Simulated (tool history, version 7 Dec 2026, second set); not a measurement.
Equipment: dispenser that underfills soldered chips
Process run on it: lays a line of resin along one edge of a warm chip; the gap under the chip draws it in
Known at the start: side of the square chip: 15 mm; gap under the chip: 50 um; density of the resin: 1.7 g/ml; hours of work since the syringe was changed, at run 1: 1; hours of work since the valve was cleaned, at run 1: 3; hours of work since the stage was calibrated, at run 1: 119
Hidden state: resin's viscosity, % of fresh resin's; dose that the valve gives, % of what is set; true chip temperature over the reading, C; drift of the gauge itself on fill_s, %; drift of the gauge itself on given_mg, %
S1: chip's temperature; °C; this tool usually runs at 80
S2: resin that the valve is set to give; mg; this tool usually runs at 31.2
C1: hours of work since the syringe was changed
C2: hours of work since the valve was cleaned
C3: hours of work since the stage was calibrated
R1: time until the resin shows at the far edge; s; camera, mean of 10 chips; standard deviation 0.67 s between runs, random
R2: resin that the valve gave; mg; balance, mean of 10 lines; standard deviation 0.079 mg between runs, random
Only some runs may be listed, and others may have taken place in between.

run   hour  S1    S2  C1  C2   C3     R1     R2
  1    0.0  80  31.2   1   3  119   64.7  31.23
  2    3.6  82  31.2   4   5  121   68.4  30.96
  3    8.2  80  31.2   7   8  124   85.5  31.04
       8.8  -- new syringe of resin
  4   12.3  80  32.9   2  11  127   65.8  32.59
  5   15.9  80  32.9   5  13  129   78.1  32.41
      19.2  -- new syringe of resin
  6   20.8  80  32.9   1  16  132   64.0  32.38
  7   24.6  68  31.2   4  19  135  105.8  30.72
  8   28.4  68  31.2   6  21  137  119.4  30.57
      29.7  -- new syringe of resin
  9   33.2  80  31.2   2  24  140   68.2  30.45
 10   37.6  78  31.2   5  27  143   85.4  30.30
      40.1  -- new syringe of resin
 11   41.1  80  31.2   1  29  145   62.2  30.43
 12   44.1  86  31.2   3  31  147   58.5  30.37
 13   46.8  86  31.2   4  33  149   63.5  30.15
 14   48.8  86  31.2   6  34  150   69.8  30.12
      50.4  -- new syringe of resin
 15   52.1  86  31.2   1  36  152   52.8  30.10
 16   54.4  86  31.2   3  38  154   58.3  30.20
 17   58.1  80  31.2   5  40  156   79.1  29.97
      60.9  -- new syringe of resin
 18   62.9  80  31.2   1  43  159   62.5  29.93
 19   65.4  88  31.2   3  45  161   55.4  29.81
      69.4  -- dispensing valve cleaned and set on the balance
 20   69.6  92  27.1   5   0  163   55.3  27.10
      72.4  -- new syringe of resin
 21   74.1  83  27.1   1   3  166   58.9  27.08
 22   76.6  79  26.5   3   5  168   71.5  26.57
 23   80.7  79  26.5   6   7  170   84.6  26.47
      82.8  -- new syringe of resin
 24   83.5  78  27.8   0   9  172   66.1  27.82
 25   85.5  69  31.4   2  10  173   92.0  31.14
 26   89.8  87  27.5   5  13  176   63.8  27.26
      93.0  -- new syringe of resin
 27   93.0  87  27.5   0  15  178   49.6  27.35
 28   95.9  80  34.8   2  17  180   65.5  34.34
 29  100.7  72  33.7   5  20  183   98.4  33.29
     103.5  -- new syringe of resin
 30  105.0  72  31.2   1  23  186   80.5  30.66
 31  109.6  87  36.6   4  26  189   60.0  35.79
 32  112.1  87  36.6   6  28  191   65.8  35.63
     113.9  -- new syringe of resin
 33  116.7  87  36.6   2  30  193   53.5  35.63
 34  119.1  87  36.6   3  32  195   56.9  35.66
 35  121.9  78  36.5   5  34  197   81.8  35.44
     124.3  -- new syringe of resin
 36  126.2  85  28.2   1  36  199   54.6  27.21
 37  129.6  91  38.0   4  39  202   51.7  36.59

Branching from run 37: 3 alternative next runs. What would each branch give?
  A  133.2  70  38.0   6  41  204   ?   ?
  B  133.2  91  27.7   6  41  204   ?   ?
  C  133.2  70  38.0   6  41  204   ?   ?

run     R1     R2
  A  107.5  36.69
  B   58.9  26.83
  C  107.7  36.56
With the hidden condition removed and each run's random variation left untouched, the same runs would have given:
run    R1     R2
  A  80.1  38.10
  B  43.6  27.85
  C  80.2  37.96
